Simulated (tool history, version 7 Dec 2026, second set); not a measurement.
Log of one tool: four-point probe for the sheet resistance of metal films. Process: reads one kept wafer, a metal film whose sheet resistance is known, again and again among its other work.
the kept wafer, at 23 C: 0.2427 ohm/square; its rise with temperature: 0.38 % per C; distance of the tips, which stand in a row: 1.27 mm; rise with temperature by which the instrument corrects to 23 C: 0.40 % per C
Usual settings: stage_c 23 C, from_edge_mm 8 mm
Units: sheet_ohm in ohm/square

run,hour,stage_c,from_edge_mm,sheet_ohm
1,0,23,8,0.249032
2,69.3,23,8,0.249145
3,155.3,23,8,0.249214
4,227.2,23,8,0.249347
5,272.1,23,8,0.249308
6,357.4,23,8,0.249523
7,416.9,33,8,0.249012
# hour 499.3: new probe head fitted
8,499.3,33,8,0.24532
9,551,33,8,0.245346
10,637,33,8,0.245483
11,674,33,8,0.245567
12,741.2,28,8,0.245896
# hour 763.6: stage's thermometer calibrated
13,784.4,28,8,0.245935
14,847.8,23,8,0.246334
15,933.1,23,8,0.246482
16,1004.6,23,8,0.246601
17,1048.4,23,8,0.24645
# hour 1052.7: stage's thermometer calibrated, once more
18,1096.2,29,8,0.246032
19,1172.9,31,8,0.24597
20,1251.2,31,8,0.246015
21,1332.6,23,8,0.24654
22,1408.1,23,7,0.247565

Run 23 comes next. What will it give?
23,1448.5,23,8,?

Run 23 gave sheet_ohm 0.246792 ohm/square.
Without the tool's hidden state the same run would have given sheet_ohm 0.246067 ohm/square.
